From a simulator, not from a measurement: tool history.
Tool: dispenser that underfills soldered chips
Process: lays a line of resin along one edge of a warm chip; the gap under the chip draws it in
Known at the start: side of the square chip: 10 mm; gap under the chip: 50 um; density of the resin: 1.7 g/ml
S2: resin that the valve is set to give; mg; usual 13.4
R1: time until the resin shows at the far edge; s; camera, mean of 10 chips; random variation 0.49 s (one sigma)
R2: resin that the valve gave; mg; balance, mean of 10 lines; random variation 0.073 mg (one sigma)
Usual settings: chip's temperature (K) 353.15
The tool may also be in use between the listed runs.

{"run": 1, "day": 0.0, "chip's temperature (K)": 353.15, "S2": 13.4, "R1": 41.4, "R2": 12.53}
{"run": 2, "day": 0.379, "chip's temperature (K)": 353.15, "S2": 13.4, "R1": 48.6, "R2": 12.32}
{"day": 0.588, "done": "new syringe of resin"}
{"run": 3, "day": 0.838, "chip's temperature (K)": 353.15, "S2": 13.4, "R1": 44.4, "R2": 12.36}
{"day": 1.225, "done": "new syringe of resin"}
{"run": 4, "day": 1.254, "chip's temperature (K)": 353.15, "S2": 13.4, "R1": 39.6, "R2": 12.32}
{"run": 5, "day": 1.767, "chip's temperature (K)": 353.15, "S2": 13.4, "R1": 50.8, "R2": 12.2}
{"day": 1.862, "done": "new syringe of resin"}
{"run": 6, "day": 2.338, "chip's temperature (K)": 353.15, "S2": 13.4, "R1": 49.4, "R2": 12.21}
{"day": 2.512, "done": "new syringe of resin"}
{"run": 7, "day": 2.708, "chip's temperature (K)": 353.15, "S2": 13.4, "R1": 45.1, "R2": 12.12}
{"run": 8, "day": 3.025, "chip's temperature (K)": 340.15, "S2": 13.4, "R1": 81.5, "R2": 12.16}
{"day": 3.146, "done": "new syringe of resin"}
{"day": 3.292, "done": "dispensing valve cleaned and set on the balance"}
{"run": 9, "day": 3.65, "chip's temperature (K)": 340.15, "S2": 13.4, "R1": 78.3, "R2": 13.31}
{"day": 3.829, "done": "new syringe of resin"}
{"run": 10, "day": 4.233, "chip's temperature (K)": 340.15, "S2": 13.4, "R1": 74.6, "R2": 13.26}
{"day": 4.454, "done": "new syringe of resin"}
{"run": 11, "day": 4.696, "chip's temperature (K)": 340.15, "S2": 13.4, "R1": 67.7, "R2": 13.19}
{"day": 5.092, "done": "new syringe of resin"}
{"run": 12, "day": 5.321, "chip's temperature (K)": 342.15, "S2": 13.4, "R1": 65.9, "R2": 13.07}
{"day": 5.754, "done": "new syringe of resin"}
{"run": 13, "day": 5.896, "chip's temperature (K)": 339.15, "S2": 13.4, "R1": 71.0, "R2": 12.96}
{"day": 6.404, "done": "new syringe of resin"}
{"run": 14, "day": 6.467, "chip's temperature (K)": 353.15, "S2": 16.6, "R1": 39.6, "R2": 15.92}
{"day": 7.033, "done": "new syringe of resin"}
{"run": 15, "day": 7.058, "chip's temperature (K)": 356.15, "S2": 15.7, "R1": 36.5, "R2": 15.03}
{"run": 16, "day": 7.533, "chip's temperature (K)": 341.15, "S2": 13.9, "R1": 75.9, "R2": 13.23}
{"day": 7.671, "done": "new syringe of resin"}
{"run": 17, "day": 8.058, "chip's temperature (K)": 341.15, "S2": 13.9, "R1": 73.4, "R2": 13.0}
{"day": 8.325, "done": "new syringe of resin"}
{"run": 18, "day": 8.729, "chip's temperature (K)": 368.15, "S2": 15.0, "R1": 30.8, "R2": 13.95}
{"day": 8.946, "done": "new syringe of resin"}
{"run": 19, "day": 9.354, "chip's temperature (K)": 359.15, "S2": 14.0, "R1": 40.8, "R2": 13.02}
{"day": 9.571, "done": "new syringe of resin"}
{"run": 20, "day": 9.896, "chip's temperature (K)": 341.15, "S2": 16.8, "R1": 73.2, "R2": 15.41}
{"day": 10.217, "done": "new syringe of resin"}
{"run": 21, "day": 10.579, "chip's temperature (K)": 354.15, "S2": 16.1, "R1": 46.6, "R2": 14.64}
{"day": 10.871, "done": "new syringe of resin"}
{"run": 22, "day": 11.275, "chip's temperature (K)": 341.15, "S2": 14.0, "R1": 74.3, "R2": 12.69}
{"day": 11.525, "done": "new syringe of resin"}
{"day": 11.796, "done": "dispensing valve cleaned and set on the balance"}
{"run": 23, "day": 11.825, "chip's temperature (K)": 343.15, "S2": 15.7, "R1": 63.8, "R2": 15.82}
{"day": 12.179, "done": "new syringe of resin"}
{"run": 24, "day": 12.508, "chip's temperature (K)": 351.15, "S2": 16.0, "R1": 49.6, "R2": 15.77}
{"day": 12.817, "done": "new syringe of resin"}
{"run": 25, "day": 12.925, "chip's temperature (K)": 366.15, "S2": 15.5, "R1": 27.7, "R2": 15.37}
{"day": 13.467, "done": "new syringe of resin"}
{"run": 26, "day": 13.571, "chip's temperature (K)": 366.15, "S2": 15.5, "R1": 28.3, "R2": 15.18}
{"run": 27, "day": 14.05, "chip's temperature (K)": 348.15, "S2": 12.5, "R1": 64.8, "R2": 11.93}
{"day": 14.108, "done": "new syringe of resin"}
{"day": 14.717, "done": "new syringe of resin"}
{"run": 28, "day": 14.717, "chip's temperature (K)": 343.15, "S2": 16.7, "R1": 58.7, "R2": 16.04}

5 ways to go on from here, each from the tool as it stands after run 28. What would each give?
{"run": "A", "day": 15.017, "chip's temperature (K)": 344.15, "S2": 16.1, "R1": "?", "R2": "?"}
{"run": "B", "day": 15.017, "chip's temperature (K)": 351.15, "S2": 14.4, "R1": "?", "R2": "?"}
{"run": "C", "day": 15.017, "chip's temperature (K)": 362.15, "S2": 15.4, "R1": "?", "R2": "?"}
{"run": "D", "day": 15.017, "chip's temperature (K)": 366.15, "S2": 13.4, "R1": "?", "R2": "?"}
{"run": "E", "day": 15.017, "chip's temperature (K)": 343.15, "S2": 12.1, "R1": "?", "R2": "?"}

run=A R1=62.7 R2=15.43
run=B R1=50.2 R2=13.78
run=C R1=34.8 R2=14.93
run=D R1=30.8 R2=12.99
run=E R1=67.3 R2=11.60
Without the tool's hidden state the same runs would have given:
run=A R1=50.9 R2=16.10
run=B R1=40.8 R2=14.37
run=C R1=28.4 R2=15.58
run=D R1=25.1 R2=13.55
run=E R1=54.2 R2=12.11

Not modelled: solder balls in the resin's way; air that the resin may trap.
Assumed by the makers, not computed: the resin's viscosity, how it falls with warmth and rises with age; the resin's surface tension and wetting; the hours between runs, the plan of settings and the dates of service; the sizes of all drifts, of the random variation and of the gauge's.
